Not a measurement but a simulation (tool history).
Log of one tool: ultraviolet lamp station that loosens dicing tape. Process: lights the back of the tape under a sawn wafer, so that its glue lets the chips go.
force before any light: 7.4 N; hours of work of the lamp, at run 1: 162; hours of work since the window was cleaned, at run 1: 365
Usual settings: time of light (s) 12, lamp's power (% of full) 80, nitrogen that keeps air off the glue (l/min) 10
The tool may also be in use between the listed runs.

run,hour,time of light (s),lamp's power (% of full),nitrogen that keeps air off the glue (l/min),hours of work of the lamp,hours of work since the window was cleaned,force that peels the tape off (N),light that reached the tape (mJ/cm²)
1,0,12,80,10,162,365,0.281,528
2,24,12,80,10,177,380,0.275,527
3,55.7,12,80,10,196,399,0.286,514
# hour 65.3: window cleaned of glue's vapour
4,102.2,7,80,10,224,22,0.848,320
5,147.1,7,80,14,251,50,0.67,321
6,173.3,7,80,14,267,66,0.663,314
7,200.5,12,96,10,284,82,0.162,646
8,247.9,12,96,10,313,111,0.165,631
9,280.3,12,96,10,332,131,0.167,633
10,306.1,12,80,4,348,146,0.674,526
11,339.8,12,80,4,368,167,0.681,518
12,361.4,11,80,10,381,180,0.352,477
13,395,11,80,10,402,200,0.363,472
14,423,11,80,10,419,217,0.372,467
15,467.8,11,80,10,446,244,0.374,462
16,508,11,80,6,470,269,0.621,455
17,537.9,11,80,6,489,287,0.625,452
18,558.5,11,80,6,501,299,0.649,451
19,578.9,11,80,6,513,312,0.651,442
20,608.3,11,80,6,531,330,0.665,447
21,651.2,11,80,6,557,356,0.677,441
22,691.2,11,80,5,582,380,0.822,431
# hour 730.8: window cleaned of glue's vapour
23,739.4,9,71,15,611,5,0.581,333
24,770.5,9,71,15,629,24,0.584,328
25,795.9,16,75,15,645,40,0.14,612
26,818.7,9,98,6,659,53,0.653,453
27,849,9,98,6,677,72,0.667,441
28,884.2,18,80,10,699,93,0.124,716
29,932.9,18,80,4,728,123,0.309,707
30,976.5,8,72,15,755,149,0.858,278
31,1022.3,12,70,9,782,177,0.574,404
32,1057.2,6,70,8,804,198,2.169,202
33,1106,6,70,8,833,228,2.176,195
34,1147.9,14,96,10,859,253,0.188,620
35,1186.5,24,71,3,882,277,0.354,780
36,1216.7,11,71,6,900,295,1.082,357
37,1250.6,11,71,6,921,315,1.051,349
38,1300.7,6,80,9,951,346,1.826,216
39,1328.1,6,82,8,968,363,1.887,216
40,1355.4,12,80,5,985,379,0.874,418
# hour 1397.4: window cleaned of glue's vapour
41,1400.3,12,80,5,1011,2,0.784,447
# hour 1413: lamp changed
42,1429.3,12,64,14,10,19,0.272,457
43,1462.8,12,64,14,30,39,0.279,462

Forecast each of these 3 alternatives for the next run:
A,1489.9,12,84,7,47,56,?,?
B,1489.9,12,100,10,47,56,?,?
C,1489.9,8,64,14,47,56,?,?

run,force that peels the tape off (N),light that reached the tape (mJ/cm²)
A,0.268,600
B,0.131,704
C,0.753,306
Without the tool's hidden state the same runs would have given:
run,force that peels the tape off (N),light that reached the tape (mJ/cm²)
A,0.246,620
B,0.123,727
C,0.702,316

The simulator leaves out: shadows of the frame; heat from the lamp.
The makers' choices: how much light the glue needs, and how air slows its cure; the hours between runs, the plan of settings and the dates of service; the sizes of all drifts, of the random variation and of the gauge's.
